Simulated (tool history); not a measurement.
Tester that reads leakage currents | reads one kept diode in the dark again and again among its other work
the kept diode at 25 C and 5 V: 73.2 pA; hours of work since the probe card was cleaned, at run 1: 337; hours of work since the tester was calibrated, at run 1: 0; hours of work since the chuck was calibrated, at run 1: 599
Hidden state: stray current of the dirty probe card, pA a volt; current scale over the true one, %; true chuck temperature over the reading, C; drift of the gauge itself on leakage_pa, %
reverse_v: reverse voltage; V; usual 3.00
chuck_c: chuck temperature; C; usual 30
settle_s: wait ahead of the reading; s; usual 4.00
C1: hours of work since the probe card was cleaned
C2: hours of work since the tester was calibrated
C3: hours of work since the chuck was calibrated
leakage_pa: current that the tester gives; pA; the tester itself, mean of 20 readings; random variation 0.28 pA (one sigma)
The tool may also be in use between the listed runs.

run 1 hour=0.0 | reverse_v=3.00 chuck_c=30 settle_s=4.00 | C1=337 C2=0 C3=599 | leakage_pa=90.51
run 2 hour=222.2 | reverse_v=3.00 chuck_c=30 settle_s=4.00 | C1=477 C2=140 C3=739 | leakage_pa=90.84
run 3 hour=420.2 | reverse_v=3.00 chuck_c=30 settle_s=4.00 | C1=601 C2=264 C3=863 | leakage_pa=90.67
run 4 hour=601.8 | reverse_v=2.47 chuck_c=30 settle_s=4.00 | C1=715 C2=378 C3=977 | leakage_pa=82.94
run 5 hour=732.7 | reverse_v=3.00 chuck_c=30 settle_s=2.81 | C1=797 C2=460 C3=1059 | leakage_pa=90.36
run 6 hour=863.9 | reverse_v=3.00 chuck_c=24 settle_s=2.81 | C1=880 C2=543 C3=1142 | leakage_pa=53.17
run 7 hour=1023.4 | reverse_v=3.00 chuck_c=24 settle_s=2.81 | C1=980 C2=643 C3=1242 | leakage_pa=53.04
run 8 hour=1162.9 | reverse_v=3.00 chuck_c=24 settle_s=2.81 | C1=1068 C2=731 C3=1330 | leakage_pa=53.00
run 9 hour=1299.6 | reverse_v=3.00 chuck_c=30 settle_s=4.00 | C1=1154 C2=816 C3=1416 | leakage_pa=91.08
run 10 hour=1436.9 | reverse_v=3.00 chuck_c=30 settle_s=4.00 | C1=1240 C2=903 C3=1502 | leakage_pa=90.73
run 11 hour=1557.8 | reverse_v=3.00 chuck_c=30 settle_s=4.00 | C1=1316 C2=979 C3=1578 | leakage_pa=90.84
-- hour=1672.5 probe card cleaned and baked
-- hour=1733.0 chuck's temperature calibrated
run 12 hour=1759.8 | reverse_v=3.00 chuck_c=30 settle_s=4.00 | C1=54 C2=1102 C3=17 | leakage_pa=90.60
run 13 hour=1860.7 | reverse_v=3.00 chuck_c=25 settle_s=4.00 | C1=117 C2=1166 C3=80 | leakage_pa=57.87
run 14 hour=1962.2 | reverse_v=3.00 chuck_c=25 settle_s=4.00 | C1=181 C2=1230 C3=144 | leakage_pa=58.18
run 15 hour=2105.8 | reverse_v=3.00 chuck_c=25 settle_s=4.00 | C1=271 C2=1320 C3=234 | leakage_pa=58.19
run 16 hour=2213.1 | reverse_v=10.63 chuck_c=30 settle_s=4.00 | C1=338 C2=1387 C3=302 | leakage_pa=162.81
run 17 hour=2414.5 | reverse_v=10.63 chuck_c=30 settle_s=4.00 | C1=465 C2=1514 C3=428 | leakage_pa=161.86
run 18 hour=2590.6 | reverse_v=3.00 chuck_c=30 settle_s=4.00 | C1=575 C2=1624 C3=539 | leakage_pa=90.09
run 19 hour=2702.5 | reverse_v=3.00 chuck_c=30 settle_s=4.00 | C1=646 C2=1695 C3=609 | leakage_pa=90.79
run 20 hour=2794.0 | reverse_v=11.39 chuck_c=24 settle_s=0.43 | C1=703 C2=1752 C3=667 | leakage_pa=101.52
run 21 hour=3011.6 | reverse_v=11.39 chuck_c=24 settle_s=0.43 | C1=840 C2=1889 C3=803 | leakage_pa=100.97
run 22 hour=3231.6 | reverse_v=11.39 chuck_c=24 settle_s=0.43 | C1=978 C2=2027 C3=941 | leakage_pa=101.83
run 23 hour=3348.3 | reverse_v=11.39 chuck_c=24 settle_s=0.43 | C1=1051 C2=2100 C3=1015 | leakage_pa=100.99
run 24 hour=3461.3 | reverse_v=11.39 chuck_c=24 settle_s=0.43 | C1=1123 C2=2171 C3=1086 | leakage_pa=101.20
run 25 hour=3608.0 | reverse_v=11.39 chuck_c=24 settle_s=0.43 | C1=1215 C2=2263 C3=1178 | leakage_pa=101.87
run 26 hour=3764.8 | reverse_v=11.79 chuck_c=43 settle_s=0.43 | C1=1313 C2=2362 C3=1276 | leakage_pa=506.40
-- hour=3874.3 probe card cleaned and baked
run 27 hour=3952.6 | reverse_v=1.57 chuck_c=43 settle_s=0.43 | C1=49 C2=2478 C3=1393 | leakage_pa=199.29
run 28 hour=4064.3 | reverse_v=1.57 chuck_c=43 settle_s=0.43 | C1=119 C2=2548 C3=1463 | leakage_pa=200.63
run 29 hour=4173.8 | reverse_v=1.57 chuck_c=43 settle_s=0.43 | C1=188 C2=2617 C3=1531 | leakage_pa=199.98
run 30 hour=4350.7 | reverse_v=1.11 chuck_c=29 settle_s=4.71 | C1=299 C2=2728 C3=1643 | leakage_pa=52.93
-- hour=4430.8 chuck's temperature calibrated
run 31 hour=4535.1 | reverse_v=4.42 chuck_c=33 settle_s=0.61 | C1=414 C2=2843 C3=66 | leakage_pa=141.92
run 32 hour=4653.0 | reverse_v=4.42 chuck_c=33 settle_s=0.61 | C1=488 C2=2917 C3=140 | leakage_pa=140.33
run 33 hour=4837.4 | reverse_v=4.42 chuck_c=33 settle_s=0.61 | C1=604 C2=3033 C3=255 | leakage_pa=140.93
run 34 hour=5030.4 | reverse_v=4.42 chuck_c=33 settle_s=3.06 | C1=725 C2=3154 C3=377 | leakage_pa=140.25
run 35 hour=5125.2 | reverse_v=1.11 chuck_c=50 settle_s=4.00 | C1=785 C2=3213 C3=436 | leakage_pa=296.73
run 36 hour=5215.4 | reverse_v=3.37 chuck_c=52 settle_s=0.36 | C1=841 C2=3270 C3=493 | leakage_pa=573.65

Hidden state or all else? Some run-to-run changes of leakage_pa, split into what the settings, what came in and random variation would give without the hidden state, and what is left for the hidden state (with any gauge scatter that isn't in both results):
Run 25 -> 26: reverse_v 11.39 -> 11.79, chuck_c 24 -> 43. leakage_pa +404.53 pA: hidden state +0.32, all else +404.21.
Run 26 -> 27: reverse_v 11.79 -> 1.57, probe card cleaned and baked. leakage_pa -307.11 pA: hidden state -0.45, all else -306.66.
Run 35 -> 36: reverse_v 1.11 -> 3.37, chuck_c 50 -> 52, settle_s 4.00 -> 0.36. leakage_pa +276.92 pA: hidden state +0.14, all else +276.78.
